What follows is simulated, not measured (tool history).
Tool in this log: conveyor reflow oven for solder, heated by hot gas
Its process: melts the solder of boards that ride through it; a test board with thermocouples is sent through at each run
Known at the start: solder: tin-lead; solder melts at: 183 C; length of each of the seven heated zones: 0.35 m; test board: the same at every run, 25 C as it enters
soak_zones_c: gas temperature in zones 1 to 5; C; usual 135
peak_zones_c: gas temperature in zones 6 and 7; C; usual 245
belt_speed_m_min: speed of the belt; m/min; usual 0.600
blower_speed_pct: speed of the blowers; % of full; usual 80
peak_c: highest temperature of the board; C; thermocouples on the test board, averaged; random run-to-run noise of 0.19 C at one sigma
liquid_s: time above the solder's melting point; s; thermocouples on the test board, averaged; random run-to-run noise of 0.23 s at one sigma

run 1 hour=0.0 | soak_zones_c=135 peak_zones_c=245 belt_speed_m_min=0.600 blower_speed_pct=80 | peak_c=225.2 liquid_s=57.1
run 2 hour=51.6 | soak_zones_c=135 peak_zones_c=245 belt_speed_m_min=0.600 blower_speed_pct=82 | peak_c=225.6 liquid_s=57.2
-- hour=63.8 flux residue cleaned out of gas plates and filters
run 3 hour=107.6 | soak_zones_c=135 peak_zones_c=245 belt_speed_m_min=0.600 blower_speed_pct=82 | peak_c=228.4 liquid_s=58.9
run 4 hour=166.7 | soak_zones_c=135 peak_zones_c=245 belt_speed_m_min=0.600 blower_speed_pct=80 | peak_c=227.9 liquid_s=59.2
run 5 hour=235.9 | soak_zones_c=135 peak_zones_c=245 belt_speed_m_min=0.600 blower_speed_pct=80 | peak_c=227.4 liquid_s=58.4
run 6 hour=301.8 | soak_zones_c=135 peak_zones_c=245 belt_speed_m_min=0.600 blower_speed_pct=80 | peak_c=227.8 liquid_s=59.3
run 7 hour=389.8 | soak_zones_c=135 peak_zones_c=245 belt_speed_m_min=0.577 blower_speed_pct=80 | peak_c=229.0 liquid_s=61.8
run 8 hour=448.0 | soak_zones_c=135 peak_zones_c=245 belt_speed_m_min=0.577 blower_speed_pct=80 | peak_c=228.6 liquid_s=62.1
run 9 hour=513.6 | soak_zones_c=133 peak_zones_c=245 belt_speed_m_min=0.600 blower_speed_pct=80 | peak_c=226.6 liquid_s=57.9
run 10 hour=556.9 | soak_zones_c=133 peak_zones_c=234 belt_speed_m_min=0.600 blower_speed_pct=80 | peak_c=217.4 liquid_s=51.2
-- hour=600.1 flux residue cleaned out of gas plates and filters
run 11 hour=628.5 | soak_zones_c=135 peak_zones_c=245 belt_speed_m_min=0.600 blower_speed_pct=80 | peak_c=229.2 liquid_s=60.1
run 12 hour=681.2 | soak_zones_c=147 peak_zones_c=245 belt_speed_m_min=0.600 blower_speed_pct=80 | peak_c=231.3 liquid_s=64.9
run 13 hour=732.6 | soak_zones_c=147 peak_zones_c=245 belt_speed_m_min=0.600 blower_speed_pct=80 | peak_c=231.3 liquid_s=65.0
run 14 hour=779.0 | soak_zones_c=126 peak_zones_c=244 belt_speed_m_min=0.617 blower_speed_pct=67 | peak_c=223.3 liquid_s=51.6
run 15 hour=861.7 | soak_zones_c=126 peak_zones_c=244 belt_speed_m_min=0.617 blower_speed_pct=85 | peak_c=225.8 liquid_s=54.3
run 16 hour=938.5 | soak_zones_c=135 peak_zones_c=245 belt_speed_m_min=0.569 blower_speed_pct=61 | peak_c=227.5 liquid_s=62.5
run 17 hour=1002.3 | soak_zones_c=135 peak_zones_c=245 belt_speed_m_min=0.623 blower_speed_pct=73 | peak_c=225.9 liquid_s=56.2
run 18 hour=1087.3 | soak_zones_c=137 peak_zones_c=245 belt_speed_m_min=0.542 blower_speed_pct=80 | peak_c=232.2 liquid_s=69.1
-- hour=1135.1 flux residue cleaned out of gas plates and filters
run 19 hour=1186.2 | soak_zones_c=123 peak_zones_c=245 belt_speed_m_min=0.600 blower_speed_pct=60 | peak_c=224.1 liquid_s=54.4
run 20 hour=1235.4 | soak_zones_c=123 peak_zones_c=234 belt_speed_m_min=0.600 blower_speed_pct=62 | peak_c=215.4 liquid_s=47.2
run 21 hour=1282.0 | soak_zones_c=121 peak_zones_c=237 belt_speed_m_min=0.637 blower_speed_pct=58 | peak_c=213.6 liquid_s=42.4
run 22 hour=1348.7 | soak_zones_c=120 peak_zones_c=245 belt_speed_m_min=0.699 blower_speed_pct=80 | peak_c=221.1 liquid_s=43.5
run 23 hour=1400.8 | soak_zones_c=129 peak_zones_c=254 belt_speed_m_min=0.600 blower_speed_pct=85 | peak_c=238.4 liquid_s=63.8
-- hour=1408.2 thermocouples of zones 6 and 7 changed
run 24 hour=1490.7 | soak_zones_c=135 peak_zones_c=245 belt_speed_m_min=0.518 blower_speed_pct=79 | peak_c=231.6 liquid_s=72.4
run 25 hour=1549.8 | soak_zones_c=121 peak_zones_c=243 belt_speed_m_min=0.562 blower_speed_pct=63 | peak_c=222.4 liquid_s=55.8

Branching from run 25: 3 alternative next runs. What would each branch give?
run A hour=1621.4 | soak_zones_c=143 peak_zones_c=235 belt_speed_m_min=0.600 blower_speed_pct=71 | peak_c=? liquid_s=?
run B hour=1621.4 | soak_zones_c=135 peak_zones_c=238 belt_speed_m_min=0.688 blower_speed_pct=73 | peak_c=? liquid_s=?
run C hour=1621.4 | soak_zones_c=147 peak_zones_c=243 belt_speed_m_min=0.562 blower_speed_pct=63 | peak_c=? liquid_s=?

run=A peak_c=218.2 liquid_s=56.3
run=B peak_c=214.4 liquid_s=43.2
run=C peak_c=226.4 liquid_s=67.6
What these runs would have given with no unlogged condition in the tool:
run=A peak_c=218.3 liquid_s=54.6
run=B peak_c=214.8 liquid_s=42.2
run=C peak_c=226.3 liquid_s=65.4
